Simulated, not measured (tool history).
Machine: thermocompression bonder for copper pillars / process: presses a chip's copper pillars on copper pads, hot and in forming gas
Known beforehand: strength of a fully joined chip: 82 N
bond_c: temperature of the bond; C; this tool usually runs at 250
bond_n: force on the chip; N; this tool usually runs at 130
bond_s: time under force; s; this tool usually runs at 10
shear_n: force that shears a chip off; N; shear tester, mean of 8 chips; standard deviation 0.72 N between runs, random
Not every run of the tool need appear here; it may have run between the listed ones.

run	hour	bond_c	bond_n	bond_s	shear_n
1	0	250	130	10	54.3
2	36.6	250	130	10	54.2
3	96.5	250	134	10	54.6
4	130.7	250	134	10	53.7
5	179.5	277	130	10	67.1
6	229.8	277	130	10	65.5
7	285.6	231	130	10	41.8
8	329.1	250	133	10	52.7
9	355.7	250	101	10	47.7
# hour 360.9: heater calibrated with a thermocouple chip
10	392.7	250	101	10	49.5
11	423.9	250	172	10	59.6
12	479.1	250	172	10	58
# hour 493.9: heater calibrated with a thermocouple chip, once more
13	510	250	130	5	40.2
# hour 532.4: forming gas filter changed
14	565.2	250	130	6	47.1
15	606.4	250	92	6	38.6
# hour 649.6: force cell calibrated
16	656.4	250	92	6	38.5
17	690	250	92	6	37.5
18	736.2	250	92	6	37.4
19	779.5	232	130	10	40.8
20	816	275	194	26	75.4
21	867.1	275	194	26	75.4
22	897.4	250	123	27	61.4
23	943.4	221	90	12	29.9
24	997.9	266	80	13	52.5
25	1054.9	250	113	5	38
26	1108.7	275	109	6	51.5
# hour 1123: forming gas filter changed
27	1145.5	275	109	6	58.6
28	1203.3	250	130	10	54.7
29	1254.6	250	158	9	57.3
30	1301.4	250	158	9	56.6
31	1327.3	247	118	7	45.1
32	1386.7	247	118	7	44.5
33	1418.1	247	127	14	56.4
34	1462.5	277	121	10	65.2
35	1507.4	277	121	10	65.2
36	1547.9	277	104	10	61.8
37	1578	225	130	10	37.8
38	1636.1	225	130	10	35.8

4 ways to go on from here, each from the tool as it stands after run 38. What would each give?
A	1678.3	241	130	10	?
B	1678.3	226	123	6	?
C	1678.3	237	104	16	?
D	1678.3	237	130	22	?

run	shear_n
A	46.7
B	30.6
C	46.7
D	54.5
Without the tool's unlogged condition, the same runs would have read:
run	shear_n
A	47
B	29.8
C	47
D	56
